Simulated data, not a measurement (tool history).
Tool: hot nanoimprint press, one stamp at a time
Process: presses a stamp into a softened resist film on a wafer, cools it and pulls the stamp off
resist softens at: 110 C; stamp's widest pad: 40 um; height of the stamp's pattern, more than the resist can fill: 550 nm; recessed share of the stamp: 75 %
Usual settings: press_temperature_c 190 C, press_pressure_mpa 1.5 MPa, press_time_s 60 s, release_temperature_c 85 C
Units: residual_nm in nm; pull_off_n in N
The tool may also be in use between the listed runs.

Run 1, day 0: usual settings. Result: residual_nm 204.3 nm, pull_off_n 104 N.
Run 2, day 2.962: usual settings. Result: residual_nm 206 nm, pull_off_n 110 N.
Run 3, day 5.804: usual settings but press_time_s 42 s. Result: residual_nm 231.2 nm, pull_off_n 113 N.
At day 6.154: plate thermocouple calibrated.
Run 4, day 7.521: usual settings but release_temperature_c 75 C. Result: residual_nm 196.2 nm, pull_off_n 123 N.
Run 5, day 9.125: usual settings but release_temperature_c 75 C. Result: residual_nm 196.9 nm, pull_off_n 126 N.
Run 6, day 11.242: usual settings but release_temperature_c 75 C. Result: residual_nm 198.5 nm, pull_off_n 133 N.
At day 11.696: stamp cleaned and given a new release coat.
Run 7, day 12.942: usual settings but press_time_s 89 s, release_temperature_c 75 C. Result: residual_nm 178.2 nm, pull_off_n 108 N.
Run 8, day 14.925: usual settings but press_temperature_c 183 C. Result: residual_nm 247.3 nm, pull_off_n 97 N.
Run 9, day 17.729: usual settings but press_temperature_c 197 C, press_pressure_mpa 1.59 MPa, press_time_s 87 s, release_temperature_c 89 C. Result: residual_nm 134.1 nm, pull_off_n 95 N.
Run 10, day 20.267: usual settings but release_temperature_c 93 C. Result: residual_nm 206 nm, pull_off_n 90 N.
Run 11, day 22.638: usual settings but press_temperature_c 183 C, release_temperature_c 76 C. Result: residual_nm 251.3 nm, pull_off_n 115 N.
Run 12, day 24.696: usual settings but press_temperature_c 183 C, release_temperature_c 76 C. Result: residual_nm 251.8 nm, pull_off_n 112 N.
Run 13, day 26.917: usual settings but press_temperature_c 183 C, release_temperature_c 80 C. Result: residual_nm 257 nm, pull_off_n 112 N.
Run 14, day 29.55: usual settings but press_pressure_mpa 1.67 MPa, release_temperature_c 86 C. Result: residual_nm 197.1 nm, pull_off_n 114 N.
Run 15, day 32.308: usual settings but press_temperature_c 179 C, press_pressure_mpa 1 MPa, release_temperature_c 76 C. Result: residual_nm 302.7 nm, pull_off_n 126 N.

Forecast each of these 5 alternatives for the next run:
At day 33.467: stamp cleaned and given a new release coat.
Run A, day 34.792: usual settings but press_temperature_c 197 C, press_time_s 99 s. Result: residual_nm ?, pull_off_n ?.
At day 33.467: stamp cleaned and given a new release coat.
Run B, day 34.792: usual settings but release_temperature_c 92 C. Result: residual_nm ?, pull_off_n ?.
At day 33.467: stamp cleaned and given a new release coat.
Run C, day 34.792: usual settings but press_temperature_c 195 C, press_pressure_mpa 0.96 MPa, press_time_s 87 s, release_temperature_c 76 C. Result: residual_nm ?, pull_off_n ?.
At day 33.467: stamp cleaned and given a new release coat.
Run D, day 34.792: usual settings but release_temperature_c 78 C. Result: residual_nm ?, pull_off_n ?.
At day 33.467: stamp cleaned and given a new release coat.
Run E, day 34.792: usual settings but press_temperature_c 192 C, press_pressure_mpa 1.43 MPa, release_temperature_c 90 C. Result: residual_nm ?, pull_off_n ?.

run  residual_nm  pull_off_n
  A        138.4          98
  B        209.4          89
  C        191.2         105
  D        210.6         101
  E        198.7          88
Without the tool's hidden state the same runs would have given:
run  residual_nm  pull_off_n
  A        127.9          95
  B        195.6          86
  C        180.6         102
  D        196.7          98
  E        185.6          86

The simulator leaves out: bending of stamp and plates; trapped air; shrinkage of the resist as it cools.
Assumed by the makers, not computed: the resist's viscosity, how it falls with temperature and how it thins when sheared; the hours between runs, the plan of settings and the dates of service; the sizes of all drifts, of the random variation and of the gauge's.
